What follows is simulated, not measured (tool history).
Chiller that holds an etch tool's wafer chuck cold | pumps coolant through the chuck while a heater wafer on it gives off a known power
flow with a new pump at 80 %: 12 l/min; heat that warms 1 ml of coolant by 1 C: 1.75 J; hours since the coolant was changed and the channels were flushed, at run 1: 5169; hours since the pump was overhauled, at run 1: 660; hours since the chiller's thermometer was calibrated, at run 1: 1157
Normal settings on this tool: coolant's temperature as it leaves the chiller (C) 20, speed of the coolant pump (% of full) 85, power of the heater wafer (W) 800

run    hour  coolant's temperature as it leaves the chiller (C)  speed of the coolant pump (% of full)  power of the heater wafer (W)  hours since the coolant was changed and the channels were flushed  hours since the pump was overhauled  hours since the chiller's thermometer was calibrated  chuck's temperature once it has settled (C)  how much warmer the coolant comes back (C)
  1     0.0                                                  20                                     85                            800                                                               5169                                  660                                                  1157                                         26.5                                        2.15
  2   178.9                                                  20                                     85                            800                                                               5348                                  839                                                  1336                                         26.5                                        2.19
  3   323.1                                                  20                                     85                            800                                                               5492                                  983                                                  1480                                         26.7                                        2.14
  4   430.7                                                  20                                     85                            800                                                               5600                                 1091                                                  1587                                         26.7                                        2.11
  5   593.9                                                  20                                     85                            800                                                               5763                                 1254                                                  1751                                         26.7                                        2.13
  6   768.0                                                  20                                     85                            800                                                               5937                                 1428                                                  1925                                         26.8                                        2.20
  7   885.7                                                  20                                     85                            487                                                               6055                                 1546                                                  2042                                         24.2                                        1.36
  8  1063.6                                                  20                                     85                            487                                                               6232                                 1724                                                  2220                                         24.3                                        1.34
     1104.4  -- chiller's thermometer calibrated
  9  1238.7                                                  12                                     73                           1188                                                               6407                                 1898                                                   134                                         23.4                                        3.89
 10  1332.2                                                  12                                     85                            604                                                               6500                                 1991                                                   228                                         17.1                                        1.67
 11  1470.9                                                  28                                     68                            483                                                               6639                                 2130                                                   367                                         33.0                                        1.70
 12  1643.4                                                  14                                     66                            566                                                               6811                                 2302                                                   539                                         20.2                                        2.08
 13  1726.5                                                  14                                     66                            566                                                               6894                                 2385                                                   622                                         20.1                                        2.04

Predict each of these 3 candidate next runs independently; none follows another, all start after run 13:
  A  1862.1                                                  24                                     63                           1107                                                               7030                                 2521                                                   758                                            ?                                           ?
  B  1862.1                                                  25                                     62                            810                                                               7030                                 2521                                                   758                                            ?                                           ?
  C  1862.1                                                  20                                     72                            949                                                               7030                                 2521                                                   758                                            ?                                           ?

run  chuck's temperature once it has settled (C)  how much warmer the coolant comes back (C)
  A                                         36.8                                        4.28
  B                                         34.4                                        3.14
  C                                         29.5                                        3.19
With no hidden state in the tool, these same runs would have given:
run  chuck's temperature once it has settled (C)  how much warmer the coolant comes back (C)
  A                                         34.2                                        4.11
  B                                         32.4                                        3.01
  C                                         27.6                                        3.07
